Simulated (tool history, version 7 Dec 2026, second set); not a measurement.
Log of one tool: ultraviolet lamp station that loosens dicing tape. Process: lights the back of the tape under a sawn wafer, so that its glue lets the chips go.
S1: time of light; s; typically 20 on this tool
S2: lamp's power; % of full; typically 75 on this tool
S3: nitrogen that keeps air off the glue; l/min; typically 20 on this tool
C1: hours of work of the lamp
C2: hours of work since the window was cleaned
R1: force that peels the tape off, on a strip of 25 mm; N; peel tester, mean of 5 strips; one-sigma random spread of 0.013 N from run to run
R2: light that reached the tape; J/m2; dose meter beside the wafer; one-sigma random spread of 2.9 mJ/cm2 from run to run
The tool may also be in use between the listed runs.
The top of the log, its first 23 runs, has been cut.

| run | day | S1 | S2 | S3 | C1 | C2 | R1 | R2 |
|---|---|---|---|---|---|---|---|---|
|  | 9.788 | window cleaned of glue's vapour, once more |
| 24 | 9.854 | 20 | 68 | 20 | 404 | 1 | 0.878 | 3380 |
| 25 | 10.104 | 20 | 68 | 20 | 408 | 5 | 0.882 | 3380 |
| 26 | 10.6 | 23 | 95 | 13 | 417 | 14 | 0.407 | 5400 |
| 27 | 10.9 | 11 | 96 | 18 | 422 | 19 | 1.659 | 2620 |
| 28 | 11.346 | 13 | 62 | 14 | 430 | 27 | 2.745 | 1990 |
| 29 | 11.725 | 13 | 65 | 20 | 437 | 34 | 2.226 | 2040 |
| 30 | 12.117 | 13 | 65 | 20 | 443 | 40 | 2.246 | 2070 |
| 31 | 12.642 | 32 | 75 | 10 | 452 | 50 | 0.41 | 5720 |
| 32 | 13.188 | 11 | 90 | 16 | 462 | 59 | 2.002 | 2370 |
| 33 | 13.483 | 11 | 90 | 16 | 467 | 64 | 2.008 | 2400 |
| 34 | 13.812 | 20 | 91 | 12 | 473 | 70 | 0.666 | 4330 |
| 35 | 14.075 | 20 | 91 | 29 | 477 | 75 | 0.422 | 4350 |
| 36 | 14.479 | 25 | 80 | 6 | 484 | 82 | 0.899 | 4830 |
| 37 | 14.812 | 20 | 70 | 7 | 490 | 87 | 1.72 | 3300 |
| 38 | 15.258 | 20 | 70 | 7 | 498 | 95 | 1.674 | 3280 |
| 39 | 15.771 | 10 | 72 | 11 | 507 | 104 | 3.739 | 1670 |
| 40 | 16.05 | 14 | 85 | 7 | 512 | 109 | 2.224 | 2720 |
| 41 | 16.512 | 14 | 85 | 7 | 520 | 117 | 2.295 | 2780 |
| 42 | 16.904 | 15 | 61 | 17 | 527 | 124 | 2.269 | 2170 |
| 43 | 17.162 | 17 | 61 | 17 | 531 | 128 | 1.937 | 2400 |

What if the next run were any one of these 4? Each begins from the tool's condition after run 43:
| A | 17.729 | 27 | 64 | 20 | 541 | 138 | ? | ? |
| B | 17.729 | 39 | 61 | 13 | 541 | 138 | ? | ? |
| C | 17.729 | 20 | 92 | 23 | 541 | 138 | ? | ? |
| D | 17.729 | 20 | 92 | 17 | 541 | 138 | ? | ? |

| run | R1 | R2 |
|---|---|---|
| A | 0.611 | 3970 |
| B | 0.395 | 5450 |
| C | 0.505 | 4210 |
| D | 0.596 | 4210 |
Had the tool no hidden state, the same runs would have come out as:
| run | R1 | R2 |
|---|---|---|
| A | 0.423 | 4690 |
| B | 0.292 | 6440 |
| C | 0.356 | 4980 |
| D | 0.412 | 4980 |
